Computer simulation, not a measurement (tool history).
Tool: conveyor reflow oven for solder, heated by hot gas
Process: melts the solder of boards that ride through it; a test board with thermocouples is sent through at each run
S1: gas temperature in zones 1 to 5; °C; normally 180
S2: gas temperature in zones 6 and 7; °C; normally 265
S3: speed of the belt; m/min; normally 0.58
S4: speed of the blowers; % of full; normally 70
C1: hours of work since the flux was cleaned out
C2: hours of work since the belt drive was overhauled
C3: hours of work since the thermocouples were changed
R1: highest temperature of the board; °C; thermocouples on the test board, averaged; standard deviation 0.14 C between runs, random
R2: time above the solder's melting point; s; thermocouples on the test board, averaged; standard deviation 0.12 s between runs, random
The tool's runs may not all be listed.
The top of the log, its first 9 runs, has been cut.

run	hour	S1	S2	S3	S4	C1	C2	C3	R1	R2
10	436.8	180	270	0.58	70	51	564	74	255.7	59
11	477.7	180	267	0.58	70	77	590	100	253.1	57.4
12	509.7	180	265	0.575	70	97	610	120	251.6	56.8
13	572.1	180	265	0.666	70	136	649	159	246.8	44.9
14	614.5	180	265	0.666	82	163	676	186	249.9	48
15	647.2	180	265	0.666	82	183	697	207	249.8	47.8
16	675.1	180	265	0.666	82	201	714	224	249.8	47.7
17	724.6	185	265	0.619	87	232	745	255	253.5	56.2
18	758.6	187	277	0.482	58	254	767	277	264	79.8
# hour 803.3: flux residue cleaned out of gas plates and filters
19	822.5	187	278	0.482	52	12	804	314	264.8	80.2
20	867.8	187	278	0.482	52	41	833	342	264.4	80.4
21	915.8	182	254	0.58	61	71	863	373	240.6	47.9
# hour 934: belt drive overhauled, speed set with a stopwatch
22	978.5	180	274	0.507	54	108	28	410	258.6	68.8
23	1022.5	187	265	0.491	70	136	56	437	256.6	74.3
24	1062.2	187	265	0.491	70	161	81	462	256.5	74.2
25	1118.4	190	265	0.494	70	196	116	498	256.6	75.3
26	1158.3	190	265	0.494	70	221	141	523	256.9	75.1
27	1185.9	190	265	0.494	70	239	159	540	256.6	75.3
28	1225	182	273	0.638	57	263	183	565	250.6	49.3
# hour 1252: flux residue cleaned out of gas plates and filters
29	1281.5	182	273	0.638	57	19	216	597	252.4	50.7
30	1310.8	192	265	0.551	62	37	234	616	254	66
31	1361.9	185	259	0.551	59	69	266	648	246.6	57.5

Branching from run 31: 3 alternative next runs. What would each branch give?
A	1411.2	185	259	0.551	57	100	297	679	?	?
B	1411.2	180	265	0.622	70	100	297	679	?	?
C	1411.2	180	278	0.635	55	100	297	679	?	?

run	R1	R2
A	245.9	56.6
B	250.5	51.2
C	255.1	51.6
Stripped of hidden state, with their random variation kept, the same runs would have yielded:
run	R1	R2
A	245.3	55.9
B	250.1	50.8
C	254.6	51.1
